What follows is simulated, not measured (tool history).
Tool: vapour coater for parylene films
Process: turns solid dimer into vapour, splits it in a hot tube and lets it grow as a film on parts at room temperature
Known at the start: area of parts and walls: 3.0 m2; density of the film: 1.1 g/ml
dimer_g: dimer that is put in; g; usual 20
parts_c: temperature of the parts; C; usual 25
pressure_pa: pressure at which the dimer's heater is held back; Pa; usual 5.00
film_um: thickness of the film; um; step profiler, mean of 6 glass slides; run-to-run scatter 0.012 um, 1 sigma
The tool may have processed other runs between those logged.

run,hour,dimer_g,parts_c,pressure_pa,film_um
1,0.0,20,25,5.00,2.87
2,13.2,20,25,5.00,2.87
3,23.1,20,25,5.00,2.86
4,36.3,20,25,5.00,2.86
5,46.1,20,25,5.00,2.87
6,57.0,20,25,5.00,2.86
7,74.6,20,25,5.00,2.85
8,83.1,20,29,5.00,2.36
9,99.2,20,29,5.00,2.36
10,113.9,27,22,5.00,4.45
11,123.7,27,22,5.00,4.45
12,140.7,27,22,6.93,4.23
13,149.5,23,22,9.29,3.41
14,157.7,23,22,9.29,3.42
15,172.1,20,25,7.78,2.62
16,185.9,18,32,11.55,1.56
17,199.2,11,23,2.78,1.91
18,209.1,13,35,6.19,1.08

What if the next run were any one of these 3? Each begins from the tool's condition after run 18:
A,223.0,19,35,6.19,?
B,223.0,9,35,6.95,?
C,223.0,22,25,2.07,?

run,film_um
A,1.58
B,0.74
C,3.59
Without the tool's unlogged condition, the same runs would have read:
run,film_um
A,1.62
B,0.76
C,3.70
